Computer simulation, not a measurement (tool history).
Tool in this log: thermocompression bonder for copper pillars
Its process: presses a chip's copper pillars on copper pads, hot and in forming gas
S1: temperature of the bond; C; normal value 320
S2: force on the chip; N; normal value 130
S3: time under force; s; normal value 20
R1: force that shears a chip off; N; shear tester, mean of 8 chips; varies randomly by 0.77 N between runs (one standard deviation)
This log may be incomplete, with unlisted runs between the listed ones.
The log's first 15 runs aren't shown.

{"run": 16, "hour": 775.7, "S1": 320, "S2": 142, "S3": 20, "R1": 60.4}
{"run": 17, "hour": 847.8, "S1": 320, "S2": 142, "S3": 20, "R1": 60.6}
{"hour": 884.7, "done": "forming gas filter changed"}
{"run": 18, "hour": 920.3, "S1": 320, "S2": 130, "S3": 41, "R1": 74.5}
{"run": 19, "hour": 977.4, "S1": 320, "S2": 130, "S3": 41, "R1": 75.7}
{"run": 20, "hour": 1041.8, "S1": 320, "S2": 188, "S3": 20, "R1": 70.9}
{"run": 21, "hour": 1117.0, "S1": 297, "S2": 128, "S3": 17, "R1": 37.3}
{"run": 22, "hour": 1154.8, "S1": 297, "S2": 128, "S3": 17, "R1": 39.2}
{"run": 23, "hour": 1193.9, "S1": 345, "S2": 151, "S3": 17, "R1": 77.6}
{"run": 24, "hour": 1237.1, "S1": 345, "S2": 151, "S3": 17, "R1": 77.7}
{"hour": 1268.1, "done": "forming gas filter changed"}
{"run": 25, "hour": 1311.0, "S1": 320, "S2": 148, "S3": 20, "R1": 62.3}
{"hour": 1342.1, "done": "heater calibrated with a thermocouple chip"}
{"run": 26, "hour": 1354.3, "S1": 320, "S2": 88, "S3": 15, "R1": 40}
{"run": 27, "hour": 1396.3, "S1": 335, "S2": 89, "S3": 15, "R1": 49.3}
{"run": 28, "hour": 1450.9, "S1": 327, "S2": 88, "S3": 19, "R1": 48.7}
{"run": 29, "hour": 1511.4, "S1": 344, "S2": 127, "S3": 15, "R1": 70.6}
{"run": 30, "hour": 1562.3, "S1": 300, "S2": 83, "S3": 29, "R1": 37.4}
{"run": 31, "hour": 1616.9, "S1": 300, "S2": 83, "S3": 29, "R1": 38.3}
{"hour": 1649.9, "done": "forming gas filter changed"}
{"run": 32, "hour": 1649.9, "S1": 300, "S2": 83, "S3": 29, "R1": 38.7}
{"run": 33, "hour": 1685.8, "S1": 314, "S2": 97, "S3": 13, "R1": 37.7}
{"run": 34, "hour": 1752.4, "S1": 342, "S2": 101, "S3": 13, "R1": 54.9}
{"run": 35, "hour": 1805.2, "S1": 332, "S2": 130, "S3": 54, "R1": 91.9}
{"run": 36, "hour": 1869.8, "S1": 315, "S2": 130, "S3": 20, "R1": 53.7}
{"run": 37, "hour": 1937.6, "S1": 345, "S2": 114, "S3": 20, "R1": 71.4}
{"run": 38, "hour": 1970.1, "S1": 345, "S2": 91, "S3": 33, "R1": 75.2}

Alternative continuations, all from the tool just after run 38; predict every row:
{"run": "A", "hour": 2008.6, "S1": 331, "S2": 146, "S3": 20, "R1": "?"}
{"run": "B", "hour": 2008.6, "S1": 326, "S2": 107, "S3": 25, "R1": "?"}
{"run": "C", "hour": 2008.6, "S1": 303, "S2": 123, "S3": 23, "R1": "?"}

run=A R1=70.2
run=B R1=59.4
run=C R1=46.2
Stripped of hidden state, with their random variation kept, the same runs would have yielded:
run=A R1=70.9
run=B R1=60
run=C R1=46.8
